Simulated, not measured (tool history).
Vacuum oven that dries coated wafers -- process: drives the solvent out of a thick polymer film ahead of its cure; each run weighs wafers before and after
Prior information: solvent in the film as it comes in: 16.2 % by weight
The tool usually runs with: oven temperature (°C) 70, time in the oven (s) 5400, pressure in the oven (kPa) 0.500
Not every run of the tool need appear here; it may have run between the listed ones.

{"run": 1, "hour": 0.0, "oven temperature (°C)": 70, "time in the oven (s)": 5400, "pressure in the oven (kPa)": 0.5, "solvent left in the film (%)": 1.82}
{"run": 2, "hour": 8.9, "oven temperature (°C)": 70, "time in the oven (s)": 5400, "pressure in the oven (kPa)": 0.5, "solvent left in the film (%)": 1.81}
{"run": 3, "hour": 28.1, "oven temperature (°C)": 70, "time in the oven (s)": 5400, "pressure in the oven (kPa)": 0.5, "solvent left in the film (%)": 1.96}
{"run": 4, "hour": 43.7, "oven temperature (°C)": 70, "time in the oven (s)": 5400, "pressure in the oven (kPa)": 0.5, "solvent left in the film (%)": 1.97}
{"run": 5, "hour": 63.6, "oven temperature (°C)": 70, "time in the oven (s)": 5400, "pressure in the oven (kPa)": 0.388, "solvent left in the film (%)": 1.8}
{"run": 6, "hour": 81.4, "oven temperature (°C)": 70, "time in the oven (s)": 5400, "pressure in the oven (kPa)": 0.388, "solvent left in the film (%)": 1.78}
{"run": 7, "hour": 90.5, "oven temperature (°C)": 70, "time in the oven (s)": 5400, "pressure in the oven (kPa)": 1.126, "solvent left in the film (%)": 2.35}
{"run": 8, "hour": 100.8, "oven temperature (°C)": 70, "time in the oven (s)": 5400, "pressure in the oven (kPa)": 0.5, "solvent left in the film (%)": 1.81}
{"run": 9, "hour": 116.4, "oven temperature (°C)": 70, "time in the oven (s)": 5400, "pressure in the oven (kPa)": 0.5, "solvent left in the film (%)": 1.94}
{"run": 10, "hour": 134.1, "oven temperature (°C)": 70, "time in the oven (s)": 5400, "pressure in the oven (kPa)": 0.5, "solvent left in the film (%)": 1.95}
{"run": 11, "hour": 146.7, "oven temperature (°C)": 70, "time in the oven (s)": 5400, "pressure in the oven (kPa)": 0.5, "solvent left in the film (%)": 1.84}
{"run": 12, "hour": 166.0, "oven temperature (°C)": 70, "time in the oven (s)": 2940, "pressure in the oven (kPa)": 0.5, "solvent left in the film (%)": 4.3}
{"run": 13, "hour": 181.2, "oven temperature (°C)": 70, "time in the oven (s)": 2940, "pressure in the oven (kPa)": 0.5, "solvent left in the film (%)": 4.41}
{"run": 14, "hour": 196.7, "oven temperature (°C)": 70, "time in the oven (s)": 5400, "pressure in the oven (kPa)": 0.5, "solvent left in the film (%)": 2.0}
{"run": 15, "hour": 216.6, "oven temperature (°C)": 70, "time in the oven (s)": 5400, "pressure in the oven (kPa)": 0.5, "solvent left in the film (%)": 1.99}
{"run": 16, "hour": 227.3, "oven temperature (°C)": 70, "time in the oven (s)": 5400, "pressure in the oven (kPa)": 0.5, "solvent left in the film (%)": 2.01}
{"run": 17, "hour": 238.3, "oven temperature (°C)": 70, "time in the oven (s)": 5400, "pressure in the oven (kPa)": 0.5, "solvent left in the film (%)": 2.1}
{"run": 18, "hour": 254.4, "oven temperature (°C)": 70, "time in the oven (s)": 5400, "pressure in the oven (kPa)": 0.5, "solvent left in the film (%)": 1.99}
{"run": 19, "hour": 275.1, "oven temperature (°C)": 70, "time in the oven (s)": 5400, "pressure in the oven (kPa)": 0.5, "solvent left in the film (%)": 1.97}
{"run": 20, "hour": 289.2, "oven temperature (°C)": 70, "time in the oven (s)": 5400, "pressure in the oven (kPa)": 1.698, "solvent left in the film (%)": 2.82}
{"run": 21, "hour": 306.6, "oven temperature (°C)": 70, "time in the oven (s)": 5400, "pressure in the oven (kPa)": 0.5, "solvent left in the film (%)": 2.06}
{"run": 22, "hour": 324.6, "oven temperature (°C)": 70, "time in the oven (s)": 4980, "pressure in the oven (kPa)": 0.547, "solvent left in the film (%)": 2.27}
{"run": 23, "hour": 335.4, "oven temperature (°C)": 70, "time in the oven (s)": 5400, "pressure in the oven (kPa)": 0.653, "solvent left in the film (%)": 2.08}
{"run": 24, "hour": 348.1, "oven temperature (°C)": 59, "time in the oven (s)": 7140, "pressure in the oven (kPa)": 0.333, "solvent left in the film (%)": 4.76}
{"run": 25, "hour": 366.2, "oven temperature (°C)": 65, "time in the oven (s)": 9240, "pressure in the oven (kPa)": 0.5, "solvent left in the film (%)": 1.83}
{"run": 26, "hour": 382.8, "oven temperature (°C)": 65, "time in the oven (s)": 3480, "pressure in the oven (kPa)": 0.5, "solvent left in the film (%)": 5.78}
{"run": 27, "hour": 393.7, "oven temperature (°C)": 63, "time in the oven (s)": 4800, "pressure in the oven (kPa)": 0.292, "solvent left in the film (%)": 4.94}
{"run": 28, "hour": 403.8, "oven temperature (°C)": 63, "time in the oven (s)": 4800, "pressure in the oven (kPa)": 0.292, "solvent left in the film (%)": 4.94}
{"run": 29, "hour": 418.3, "oven temperature (°C)": 63, "time in the oven (s)": 4800, "pressure in the oven (kPa)": 0.292, "solvent left in the film (%)": 5.01}
{"run": 30, "hour": 437.3, "oven temperature (°C)": 63, "time in the oven (s)": 4800, "pressure in the oven (kPa)": 0.292, "solvent left in the film (%)": 4.91}
{"run": 31, "hour": 452.5, "oven temperature (°C)": 62, "time in the oven (s)": 2880, "pressure in the oven (kPa)": 0.5, "solvent left in the film (%)": 7.9}
{"run": 32, "hour": 469.8, "oven temperature (°C)": 70, "time in the oven (s)": 2820, "pressure in the oven (kPa)": 0.5, "solvent left in the film (%)": 4.79}
{"run": 33, "hour": 488.4, "oven temperature (°C)": 58, "time in the oven (s)": 3360, "pressure in the oven (kPa)": 1.807, "solvent left in the film (%)": 9.65}
{"run": 34, "hour": 501.1, "oven temperature (°C)": 70, "time in the oven (s)": 5400, "pressure in the oven (kPa)": 1.958, "solvent left in the film (%)": 3.19}
{"run": 35, "hour": 517.3, "oven temperature (°C)": 55, "time in the oven (s)": 5520, "pressure in the oven (kPa)": 0.37, "solvent left in the film (%)": 7.85}
{"run": 36, "hour": 534.8, "oven temperature (°C)": 81, "time in the oven (s)": 7980, "pressure in the oven (kPa)": 0.833, "solvent left in the film (%)": 0.5}
{"run": 37, "hour": 544.0, "oven temperature (°C)": 72, "time in the oven (s)": 2880, "pressure in the oven (kPa)": 0.833, "solvent left in the film (%)": 4.07}
{"run": 38, "hour": 560.2, "oven temperature (°C)": 76, "time in the oven (s)": 8580, "pressure in the oven (kPa)": 1.467, "solvent left in the film (%)": 1.1}
{"run": 39, "hour": 573.8, "oven temperature (°C)": 76, "time in the oven (s)": 8580, "pressure in the oven (kPa)": 1.467, "solvent left in the film (%)": 1.13}
{"run": 40, "hour": 593.7, "oven temperature (°C)": 76, "time in the oven (s)": 8580, "pressure in the oven (kPa)": 1.467, "solvent left in the film (%)": 1.13}
{"run": 41, "hour": 610.3, "oven temperature (°C)": 67, "time in the oven (s)": 2820, "pressure in the oven (kPa)": 0.474, "solvent left in the film (%)": 6.1}
{"run": 42, "hour": 625.6, "oven temperature (°C)": 66, "time in the oven (s)": 2820, "pressure in the oven (kPa)": 0.474, "solvent left in the film (%)": 6.38}

Each run again, without the hidden state but with its own random variation kept:
The hidden state here: true wafer temperature over the reading, C; true pressure over the reading, kPa; drift of the gauge itself on solvent_pct, %.
run=1 solvent_left_in_the_film_(%)=1.60
run=2 solvent_left_in_the_film_(%)=1.59
run=3 solvent_left_in_the_film_(%)=1.73
run=4 solvent_left_in_the_film_(%)=1.72
run=5 solvent_left_in_the_film_(%)=1.56
run=6 solvent_left_in_the_film_(%)=1.53
run=7 solvent_left_in_the_film_(%)=2.08
run=8 solvent_left_in_the_film_(%)=1.54
run=9 solvent_left_in_the_film_(%)=1.66
run=10 solvent_left_in_the_film_(%)=1.68
run=11 solvent_left_in_the_film_(%)=1.56
run=12 solvent_left_in_the_film_(%)=3.95
run=13 solvent_left_in_the_film_(%)=4.05
run=14 solvent_left_in_the_film_(%)=1.69
run=15 solvent_left_in_the_film_(%)=1.67
run=16 solvent_left_in_the_film_(%)=1.69
run=17 solvent_left_in_the_film_(%)=1.78
run=18 solvent_left_in_the_film_(%)=1.66
run=19 solvent_left_in_the_film_(%)=1.63
run=20 solvent_left_in_the_film_(%)=2.46
run=21 solvent_left_in_the_film_(%)=1.70
run=22 solvent_left_in_the_film_(%)=1.88
run=23 solvent_left_in_the_film_(%)=1.72
run=24 solvent_left_in_the_film_(%)=4.21
run=25 solvent_left_in_the_film_(%)=1.44
run=26 solvent_left_in_the_film_(%)=5.26
run=27 solvent_left_in_the_film_(%)=4.39
run=28 solvent_left_in_the_film_(%)=4.40
run=29 solvent_left_in_the_film_(%)=4.45
run=30 solvent_left_in_the_film_(%)=4.35
run=31 solvent_left_in_the_film_(%)=7.40
run=32 solvent_left_in_the_film_(%)=4.26
run=33 solvent_left_in_the_film_(%)=9.13
run=34 solvent_left_in_the_film_(%)=2.72
run=35 solvent_left_in_the_film_(%)=7.22
run=36 solvent_left_in_the_film_(%)=0.35
run=37 solvent_left_in_the_film_(%)=3.53
run=38 solvent_left_in_the_film_(%)=0.88
run=39 solvent_left_in_the_film_(%)=0.91
run=40 solvent_left_in_the_film_(%)=0.91
run=41 solvent_left_in_the_film_(%)=5.47
run=42 solvent_left_in_the_film_(%)=5.76
